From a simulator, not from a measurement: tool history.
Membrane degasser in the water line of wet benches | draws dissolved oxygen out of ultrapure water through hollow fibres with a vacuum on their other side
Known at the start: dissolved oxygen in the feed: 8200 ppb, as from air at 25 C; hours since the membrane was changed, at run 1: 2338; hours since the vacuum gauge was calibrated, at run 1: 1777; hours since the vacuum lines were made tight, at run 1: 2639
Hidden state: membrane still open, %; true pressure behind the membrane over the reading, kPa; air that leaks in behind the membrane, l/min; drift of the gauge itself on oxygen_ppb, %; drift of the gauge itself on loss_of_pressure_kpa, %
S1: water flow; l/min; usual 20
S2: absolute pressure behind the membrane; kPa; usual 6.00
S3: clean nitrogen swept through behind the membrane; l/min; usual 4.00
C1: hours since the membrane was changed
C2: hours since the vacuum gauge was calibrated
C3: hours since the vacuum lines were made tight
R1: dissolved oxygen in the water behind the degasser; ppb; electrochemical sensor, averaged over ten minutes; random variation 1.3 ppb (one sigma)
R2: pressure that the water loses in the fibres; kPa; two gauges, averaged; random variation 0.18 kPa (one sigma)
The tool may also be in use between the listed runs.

Run 1, hour 0.0: usual settings; C1 2338; C2 1777; C3 2639. Result: R1 143.5 ppb, R2 31.95 kPa.
Run 2, hour 106.2: usual settings but S3 4.29 l/min; C1 2444; C2 1883; C3 2745. Result: R1 140.9 ppb, R2 31.70 kPa.
Run 3, hour 183.2: usual settings; C1 2521; C2 1960; C3 2822. Result: R1 142.0 ppb, R2 32.01 kPa.
Run 4, hour 276.1: usual settings; C1 2614; C2 2053; C3 2915. Result: R1 142.0 ppb, R2 31.98 kPa.
Run 5, hour 357.6: usual settings; C1 2695; C2 2135; C3 2996. Result: R1 141.6 ppb, R2 31.77 kPa.
Run 6, hour 462.5: usual settings; C1 2800; C2 2239; C3 3101. Result: R1 142.4 ppb, R2 31.93 kPa.
Run 7, hour 550.7: usual settings; C1 2888; C2 2328; C3 3189. Result: R1 144.7 ppb, R2 32.16 kPa.
Run 8, hour 634.6: usual settings; C1 2972; C2 2412; C3 3273. Result: R1 142.9 ppb, R2 31.89 kPa.
Run 9, hour 686.1: usual settings; C1 3024; C2 2463; C3 3325. Result: R1 144.7 ppb, R2 31.86 kPa.
Run 10, hour 738.2: usual settings; C1 3076; C2 2515; C3 3377. Result: R1 145.6 ppb, R2 32.05 kPa.
Run 11, hour 798.3: usual settings; C1 3136; C2 2575; C3 3437. Result: R1 147.1 ppb, R2 32.33 kPa.
Run 12, hour 856.4: usual settings; C1 3194; C2 2633; C3 3495. Result: R1 147.1 ppb, R2 32.36 kPa.
Run 13, hour 910.7: usual settings but S1 26 l/min; C1 3248; C2 2688; C3 3549. Result: R1 261.5 ppb, R2 41.57 kPa.
Run 14, hour 1020.0: usual settings but S1 15 l/min; C1 3358; C2 2797; C3 3659. Result: R1 71.5 ppb, R2 24.06 kPa.
Run 15, hour 1121.2: usual settings; C1 3459; C2 2898; C3 3760. Result: R1 146.1 ppb, R2 32.20 kPa.
Run 16, hour 1193.3: usual settings; C1 3531; C2 2970; C3 3832. Result: R1 148.8 ppb, R2 32.06 kPa.
At hour 1211.7: seals of the vacuum lines changed.
Run 17, hour 1249.0: usual settings but S1 17 l/min; C1 3585; C2 3024; C3 37. Result: R1 99.0 ppb, R2 27.74 kPa.
Run 18, hour 1361.0: usual settings but S3 6.23 l/min; C1 3697; C2 3136; C3 149. Result: R1 132.5 ppb, R2 32.37 kPa.
Run 19, hour 1411.1: usual settings but S1 22 l/min, S2 4.19 kPa, S3 4.44 l/min; C1 3747; C2 3186; C3 199. Result: R1 160.5 ppb, R2 35.51 kPa.
Run 20, hour 1475.7: usual settings but S1 15 l/min, S2 6.32 kPa; C1 3811; C2 3251; C3 264. Result: R1 75.7 ppb, R2 24.10 kPa.
Run 21, hour 1573.9: usual settings but S1 25 l/min, S2 9.15 kPa, S3 9.40 l/min; C1 3910; C2 3349; C3 362. Result: R1 242.1 ppb, R2 40.65 kPa.
Run 22, hour 1646.6: usual settings but S2 5.20 kPa, S3 8.61 l/min; C1 3982; C2 3422; C3 435. Result: R1 123.6 ppb, R2 32.44 kPa.
Run 23, hour 1730.5: usual settings but S1 19 l/min, S2 5.20 kPa, S3 3.73 l/min; C1 4066; C2 3505; C3 519. Result: R1 124.4 ppb, R2 30.99 kPa.
Run 24, hour 1840.4: usual settings but S1 25 l/min, S2 4.94 kPa, S3 1.78 l/min; C1 4176; C2 3615; C3 629. Result: R1 263.4 ppb, R2 40.71 kPa.
Run 25, hour 1923.2: usual settings but S3 5.21 l/min; C1 4259; C2 3698; C3 712. Result: R1 139.6 ppb, R2 32.59 kPa.
Run 26, hour 2006.6: usual settings but S2 8.21 kPa, S3 4.53 l/min; C1 4342; C2 3782; C3 795. Result: R1 168.9 ppb, R2 32.69 kPa.
Run 27, hour 2056.6: usual settings but S2 8.21 kPa, S3 3.93 l/min; C1 4392; C2 3832; C3 845. Result: R1 177.1 ppb, R2 32.36 kPa.
Run 28, hour 2148.5: usual settings but S1 28 l/min; C1 4484; C2 3923; C3 937. Result: R1 318.2 ppb, R2 45.57 kPa.
Run 29, hour 2222.2: usual settings but S1 28 l/min; C1 4558; C2 3997; C3 1011. Result: R1 320.0 ppb, R2 45.60 kPa.
Run 30, hour 2286.2: usual settings but S1 28 l/min; C1 4622; C2 4061; C3 1075. Result: R1 318.9 ppb, R2 46.03 kPa.
Run 31, hour 2347.3: usual settings but S2 4.14 kPa, S3 3.41 l/min; C1 4683; C2 4122; C3 1136. Result: R1 129.8 ppb, R2 32.50 kPa.

Forecast each of these 5 alternatives for the next run:
Run A, hour 2440.6: usual settings but S3 3.44 l/min; C1 4776; C2 4216; C3 1229. Result: R1 ?, R2 ?.
Run B, hour 2440.6: usual settings but S1 16 l/min, S2 9.37 kPa, S3 3.41 l/min; C1 4776; C2 4216; C3 1229. Result: R1 ?, R2 ?.
Run C, hour 2440.6: usual settings but S2 4.68 kPa, S3 1.71 l/min; C1 4776; C2 4216; C3 1229. Result: R1 ?, R2 ?.
Run D, hour 2440.6: usual settings but S1 17 l/min, S2 4.14 kPa, S3 3.41 l/min; C1 4776; C2 4216; C3 1229. Result: R1 ?, R2 ?.
Run E, hour 2440.6: usual settings but S1 16 l/min, S2 12.81 kPa, S3 2.98 l/min; C1 4776; C2 4216; C3 1229. Result: R1 ?, R2 ?.

run     R1     R2
  A  156.4  32.75
  B  129.8  26.29
  C  160.7  32.40
  D   83.5  27.48
  E  186.7  26.21
Without the tool's hidden state the same runs would have given:
run     R1     R2
  A  134.5  31.43
  B  115.7  25.24
  C  136.3  31.09
  D   68.4  26.36
  E  171.4  25.15
